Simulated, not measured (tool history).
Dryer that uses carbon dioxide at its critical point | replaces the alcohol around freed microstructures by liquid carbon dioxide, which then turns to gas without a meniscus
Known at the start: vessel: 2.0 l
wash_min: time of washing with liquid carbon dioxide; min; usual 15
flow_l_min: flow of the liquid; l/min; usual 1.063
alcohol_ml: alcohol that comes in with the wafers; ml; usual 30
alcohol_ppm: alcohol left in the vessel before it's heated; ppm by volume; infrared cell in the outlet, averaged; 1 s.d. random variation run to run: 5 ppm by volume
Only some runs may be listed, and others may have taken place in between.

run 1 day=0 | wash_min=15 flow_l_min=1.063 alcohol_ml=30 | alcohol_ppm=110
run 2 day=1.179 | wash_min=15 flow_l_min=1.063 alcohol_ml=76 | alcohol_ppm=134
run 3 day=2.496 | wash_min=15 flow_l_min=0.94 alcohol_ml=30 | alcohol_ppm=137
run 4 day=3.417 | wash_min=15 flow_l_min=0.94 alcohol_ml=30 | alcohol_ppm=152
run 5 day=4.567 | wash_min=15 flow_l_min=1.063 alcohol_ml=30 | alcohol_ppm=126
run 6 day=5.338 | wash_min=15 flow_l_min=1.063 alcohol_ml=30 | alcohol_ppm=133
-- day=5.696 inlet filter changed
run 7 day=6.229 | wash_min=15 flow_l_min=1.063 alcohol_ml=30 | alcohol_ppm=133
run 8 day=7.358 | wash_min=15 flow_l_min=1.063 alcohol_ml=30 | alcohol_ppm=128
run 9 day=8.488 | wash_min=15 flow_l_min=1.77 alcohol_ml=30 | alcohol_ppm=133
run 10 day=9.912 | wash_min=15 flow_l_min=1.39 alcohol_ml=30 | alcohol_ppm=152
run 11 day=11.429 | wash_min=15 flow_l_min=1.063 alcohol_ml=30 | alcohol_ppm=145
run 12 day=12.083 | wash_min=15 flow_l_min=1.063 alcohol_ml=30 | alcohol_ppm=158
run 13 day=13.462 | wash_min=20 flow_l_min=1.063 alcohol_ml=30 | alcohol_ppm=153
run 14 day=14.167 | wash_min=20 flow_l_min=1.063 alcohol_ml=30 | alcohol_ppm=146
run 15 day=15.183 | wash_min=15 flow_l_min=1.063 alcohol_ml=50 | alcohol_ppm=180
run 16 day=16.633 | wash_min=15 flow_l_min=1.08 alcohol_ml=30 | alcohol_ppm=178
run 17 day=17.938 | wash_min=15 flow_l_min=1.08 alcohol_ml=30 | alcohol_ppm=181
run 18 day=18.912 | wash_min=15 flow_l_min=1.063 alcohol_ml=30 | alcohol_ppm=191
run 19 day=19.942 | wash_min=9 flow_l_min=1.063 alcohol_ml=30 | alcohol_ppm=433
-- day=20.779 inlet filter changed
run 20 day=20.833 | wash_min=11 flow_l_min=1.063 alcohol_ml=30 | alcohol_ppm=265
run 21 day=22.267 | wash_min=11 flow_l_min=1.063 alcohol_ml=30 | alcohol_ppm=265
run 22 day=23.796 | wash_min=15 flow_l_min=1.063 alcohol_ml=30 | alcohol_ppm=205
run 23 day=25.346 | wash_min=12 flow_l_min=1.063 alcohol_ml=30 | alcohol_ppm=251
run 24 day=26.442 | wash_min=12 flow_l_min=1.063 alcohol_ml=30 | alcohol_ppm=260
run 25 day=27.496 | wash_min=14 flow_l_min=0.94 alcohol_ml=51 | alcohol_ppm=284
run 26 day=28.242 | wash_min=23 flow_l_min=0.9 alcohol_ml=30 | alcohol_ppm=208
run 27 day=28.975 | wash_min=17 flow_l_min=0.9 alcohol_ml=75 | alcohol_ppm=251
run 28 day=29.7 | wash_min=15 flow_l_min=1.063 alcohol_ml=83 | alcohol_ppm=259
run 29 day=31.079 | wash_min=22 flow_l_min=1.24 alcohol_ml=30 | alcohol_ppm=230
run 30 day=31.854 | wash_min=15 flow_l_min=1.76 alcohol_ml=30 | alcohol_ppm=227
run 31 day=32.862 | wash_min=10 flow_l_min=0.99 alcohol_ml=30 | alcohol_ppm=424
run 32 day=34.217 | wash_min=12 flow_l_min=1.27 alcohol_ml=30 | alcohol_ppm=248
run 33 day=35.679 | wash_min=12 flow_l_min=1.27 alcohol_ml=30 | alcohol_ppm=262
-- day=35.954 inlet filter changed
run 34 day=37.067 | wash_min=24 flow_l_min=0.65 alcohol_ml=86 | alcohol_ppm=282
run 35 day=38.642 | wash_min=13 flow_l_min=0.96 alcohol_ml=32 | alcohol_ppm=296
run 36 day=39.475 | wash_min=16 flow_l_min=0.71 alcohol_ml=106 | alcohol_ppm=588
run 37 day=40.621 | wash_min=11 flow_l_min=1.41 alcohol_ml=60 | alcohol_ppm=301
run 38 day=41.571 | wash_min=11 flow_l_min=1.41 alcohol_ml=60 | alcohol_ppm=294
run 39 day=42.779 | wash_min=20 flow_l_min=1.44 alcohol_ml=30 | alcohol_ppm=268
run 40 day=44.121 | wash_min=20 flow_l_min=1.44 alcohol_ml=30 | alcohol_ppm=267
run 41 day=45.358 | wash_min=20 flow_l_min=1.44 alcohol_ml=30 | alcohol_ppm=277
run 42 day=46.846 | wash_min=14 flow_l_min=1.063 alcohol_ml=79 | alcohol_ppm=357
run 43 day=47.688 | wash_min=11 flow_l_min=1.063 alcohol_ml=30 | alcohol_ppm=386
run 44 day=48.85 | wash_min=15 flow_l_min=0.77 alcohol_ml=31 | alcohol_ppm=402
-- day=49.867 purifier's bed changed
run 45 day=50.392 | wash_min=15 flow_l_min=1 alcohol_ml=105 | alcohol_ppm=99
-- day=51.225 inlet filter changed
run 46 day=51.267 | wash_min=24 flow_l_min=1 alcohol_ml=30 | alcohol_ppm=8

Hidden state or all else? Some run-to-run changes of alcohol_ppm, split into what the settings, what came in and random variation would give without the hidden state, and what is left for the hidden state (with any gauge scatter that isn't in both results):
Hidden conditions of the tool in this case: flow that reaches the vessel past the clogged filter, %; alcohol in the recycled carbon dioxide, ppm; drift of the gauge itself on alcohol_ppm, %.
Run 18 -> 19: wash_min 15 -> 9. alcohol_ppm +242 ppm by volume: hidden state +59, all else +183.
Run 19 -> 20: wash_min 9 -> 11, inlet filter changed. alcohol_ppm -168 ppm by volume: hidden state -51, all else -117.
Run 35 -> 36: wash_min 13 -> 16, flow_l_min 0.96 -> 0.71, alcohol_ml 32 -> 106. alcohol_ppm +292 ppm by volume: hidden state +35, all else +257.
Run 36 -> 37: wash_min 16 -> 11, flow_l_min 0.71 -> 1.41, alcohol_ml 106 -> 60. alcohol_ppm -287 ppm by volume: hidden state -13, all else -274.
Run 44 -> 45: flow_l_min 0.77 -> 1, alcohol_ml 31 -> 105, purifier's bed changed. alcohol_ppm -303 ppm by volume: hidden state -281, all else -22.

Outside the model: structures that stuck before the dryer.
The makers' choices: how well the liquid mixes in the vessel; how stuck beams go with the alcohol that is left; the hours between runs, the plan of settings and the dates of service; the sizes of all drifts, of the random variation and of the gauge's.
